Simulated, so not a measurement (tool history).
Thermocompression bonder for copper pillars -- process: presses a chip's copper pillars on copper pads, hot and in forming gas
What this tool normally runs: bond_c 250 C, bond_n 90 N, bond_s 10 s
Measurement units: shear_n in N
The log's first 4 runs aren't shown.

| run | hour | bond_c | bond_n | bond_s | hours of work since the heater was calibrated | hours of work since the force cell was calibrated | hours of work since the gas filter was changed | shear_n |
|---|---|---|---|---|---|---|---|---|
| 5 | 239 | 250 | 90 | 15 | 592 | 639 | 127 | 75.6 |
| 6 | 292.9 | 250 | 90 | 15 | 621 | 668 | 155 | 75.7 |
| 7 | 360.9 | 250 | 75 | 10 | 657 | 704 | 191 | 58.2 |
|  | 399.9 | forming gas filter changed |
| 8 | 399.9 | 250 | 75 | 10 | 677 | 724 | 0 | 62.4 |
| 9 | 451.5 | 250 | 75 | 10 | 705 | 752 | 27 | 61.9 |
| 10 | 488.7 | 250 | 75 | 10 | 725 | 771 | 47 | 61.9 |
| 11 | 560.7 | 250 | 75 | 10 | 763 | 810 | 85 | 59.2 |
| 12 | 614.1 | 250 | 90 | 10 | 791 | 838 | 113 | 69.6 |
| 13 | 677.3 | 268 | 90 | 10 | 824 | 871 | 147 | 77.2 |
| 14 | 753.8 | 250 | 77 | 10 | 865 | 912 | 187 | 58.9 |
|  | 803.5 | forming gas filter changed |
| 15 | 824.4 | 250 | 77 | 10 | 902 | 949 | 11 | 64.8 |
| 16 | 875.6 | 250 | 77 | 10 | 929 | 976 | 38 | 63.7 |
| 17 | 910.2 | 250 | 77 | 10 | 948 | 994 | 57 | 63 |
| 18 | 994 | 250 | 77 | 17 | 992 | 1039 | 101 | 72.2 |
| 19 | 1059.8 | 250 | 77 | 17 | 1027 | 1074 | 136 | 70.6 |
| 20 | 1143.3 | 250 | 77 | 17 | 1071 | 1118 | 180 | 69.2 |
|  | 1206.3 | forming gas filter changed |
| 21 | 1219.4 | 250 | 77 | 17 | 1111 | 1158 | 7 | 75.6 |
|  | 1227.7 | force cell calibrated |
| 22 | 1255.3 | 250 | 77 | 17 | 1129 | 15 | 25 | 73.7 |
| 23 | 1303.9 | 248 | 90 | 8 | 1155 | 40 | 51 | 66.3 |
| 24 | 1340.8 | 231 | 60 | 8 | 1175 | 60 | 70 | 37.5 |
| 25 | 1405.4 | 254 | 92 | 11 | 1209 | 94 | 105 | 75.8 |

Run 26 is up next; what results do you expect?
|  | 1433.6 | force cell calibrated, once more |
| 26 | 1475.7 | 254 | 92 | 11 | 1245 | 22 | 141 | ? |

shear_n: 70.5 N
With the hidden condition absent and the run-to-run variation left alone, this run would have shown shear_n 78.5 N.
